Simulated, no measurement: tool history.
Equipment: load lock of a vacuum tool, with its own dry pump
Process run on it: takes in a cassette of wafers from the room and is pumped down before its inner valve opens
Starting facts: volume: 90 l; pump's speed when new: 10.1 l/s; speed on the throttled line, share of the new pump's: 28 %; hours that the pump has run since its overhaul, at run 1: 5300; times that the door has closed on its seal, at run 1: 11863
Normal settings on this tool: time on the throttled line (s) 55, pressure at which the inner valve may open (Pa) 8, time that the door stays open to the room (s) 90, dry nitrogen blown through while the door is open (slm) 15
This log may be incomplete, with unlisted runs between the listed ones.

run,hour,time on the throttled line (s),pressure at which the inner valve may open (Pa),time that the door stays open to the room (s),dry nitrogen blown through while the door is open (slm),hours that the pump has run since its overhaul,times that the door has closed on its seal,"incoming humidity of the room's air, %",time from the closed door until the inner valve may open (s),rise of the pressure with all valves shut (Pa/min)
1,0,55,8,90,15,5300,11863,47.6,125.9,0.029
2,120.9,55,8,90,15,5421,12172,45.6,124.8,0.021
3,196.6,55,8,90,8,5496,12365,43.5,124.1,0.032
4,268.8,55,8,90,15,5569,12549,46.4,124,0.031
5,348.5,55,9,90,15,5648,12752,43.2,122.5,0.026
6,437.8,55,9,90,15,5738,12980,42.1,123.9,0.021
7,559.1,55,9,90,15,5859,13289,45.7,124,0.028
8,619.1,55,8,31,7,5919,13442,47.6,125.8,0.024
9,679.6,46,14,31,7,5979,13596,41.6,113.1,0.02
10,734.7,49,12,90,21,6034,13737,42,116,0.023
11,833.3,49,12,150,18,6133,13988,46,117.4,0.032
12,892.4,55,8,90,18,6192,14139,44.2,125.2,0.026
13,971.3,55,8,90,18,6271,14340,44.9,123.9,0.024

Consider 4 possible next runs. They are alternatives, not a sequence: every one starts from the tool as it was left by run 13. What does each give?
A,1076.7,55,12,90,15,6377,14609,47.3,?,?
B,1076.7,55,8,76,15,6377,14609,42.4,?,?
C,1076.7,55,8,90,10,6377,14609,44.3,?,?
D,1076.7,95,10,90,15,6377,14609,45.7,?,?

run,time from the closed door until the inner valve may open (s),rise of the pressure with all valves shut (Pa/min)
A,122.4,0.027
B,124,0.021
C,123.9,0.035
D,151.1,0.029
What these runs would have given with no unlogged condition in the tool:
run,time from the closed door until the inner valve may open (s),rise of the pressure with all valves shut (Pa/min)
A,122.3,0.026
B,124,0.02
C,123.8,0.034
D,151,0.028
